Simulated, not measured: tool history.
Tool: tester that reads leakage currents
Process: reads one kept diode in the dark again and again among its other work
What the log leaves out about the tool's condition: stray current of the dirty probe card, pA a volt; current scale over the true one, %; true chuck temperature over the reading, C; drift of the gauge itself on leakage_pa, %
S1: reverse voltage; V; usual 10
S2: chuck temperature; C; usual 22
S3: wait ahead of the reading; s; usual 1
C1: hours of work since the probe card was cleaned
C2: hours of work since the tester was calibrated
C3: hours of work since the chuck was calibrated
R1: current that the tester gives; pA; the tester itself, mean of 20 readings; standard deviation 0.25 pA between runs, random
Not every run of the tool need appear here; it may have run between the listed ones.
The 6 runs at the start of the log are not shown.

| run | day | S1 | S2 | S3 | C1 | C2 | C3 | R1 |
|---|---|---|---|---|---|---|---|---|
| 7 | 9.625 | 10 | 22 | 3.57 | 1523 | 962 | 103 | 83.58 |
| 8 | 11.433 | 10 | 22 | 3.57 | 1543 | 981 | 122 | 83.18 |
| 9 | 13.521 | 10 | 22 | 1 | 1565 | 1003 | 145 | 83.52 |
| 10 | 15.188 | 10 | 49 | 1 | 1583 | 1021 | 162 | 534.75 |
| 11 | 16.333 | 10 | 49 | 1 | 1595 | 1034 | 175 | 533.11 |
| 12 | 17.946 | 10 | 49 | 1 | 1612 | 1051 | 192 | 531.17 |
| 13 | 19.208 | 10 | 22 | 1 | 1626 | 1064 | 205 | 83.13 |
| 14 | 20.954 | 10 | 22 | 1 | 1644 | 1083 | 224 | 82.69 |
| 15 | 23.121 | 10 | 22 | 1 | 1668 | 1106 | 247 | 83.08 |
| 16 | 24.854 | 10 | 22 | 1 | 1686 | 1125 | 266 | 83.3 |
| 17 | 25.929 | 10 | 22 | 1 | 1698 | 1136 | 277 | 83.31 |
| 18 | 26.925 | 10 | 22 | 1 | 1708 | 1147 | 288 | 82.91 |
| 19 | 28.812 | 10 | 22 | 1 | 1728 | 1167 | 308 | 82.99 |
| 20 | 30.408 | 10 | 22 | 1 | 1745 | 1184 | 325 | 82.74 |
| 21 | 32.438 | 10 | 56 | 1 | 1767 | 1206 | 347 | 812.86 |
| 22 | 34.312 | 10 | 40 | 1 | 1787 | 1226 | 367 | 290.92 |
| 23 | 36.242 | 3.9 | 52 | 1 | 1808 | 1246 | 387 | 416.63 |
| 24 | 38.317 | 2.7 | 52 | 1 | 1830 | 1269 | 410 | 355.31 |
| 25 | 40.25 | 13.3 | 47 | 1 | 1851 | 1289 | 430 | 522.26 |
| 26 | 42.358 | 7.9 | 23 | 0.5 | 1873 | 1312 | 453 | 79.72 |
| 27 | 43.925 | 5.6 | 25 | 1.63 | 1890 | 1328 | 470 | 77.65 |
| 28 | 45.188 | 10 | 22 | 3.39 | 1903 | 1342 | 483 | 81.29 |

Run 29 comes next. What will it give?
| 29 | 46.183 | 17.4 | 28 | 1 | 1914 | 1353 | 494 | ? |

R1: 162.96 pA
Had the tool carried no hidden state, the very same run would have given R1 163.13 pA.

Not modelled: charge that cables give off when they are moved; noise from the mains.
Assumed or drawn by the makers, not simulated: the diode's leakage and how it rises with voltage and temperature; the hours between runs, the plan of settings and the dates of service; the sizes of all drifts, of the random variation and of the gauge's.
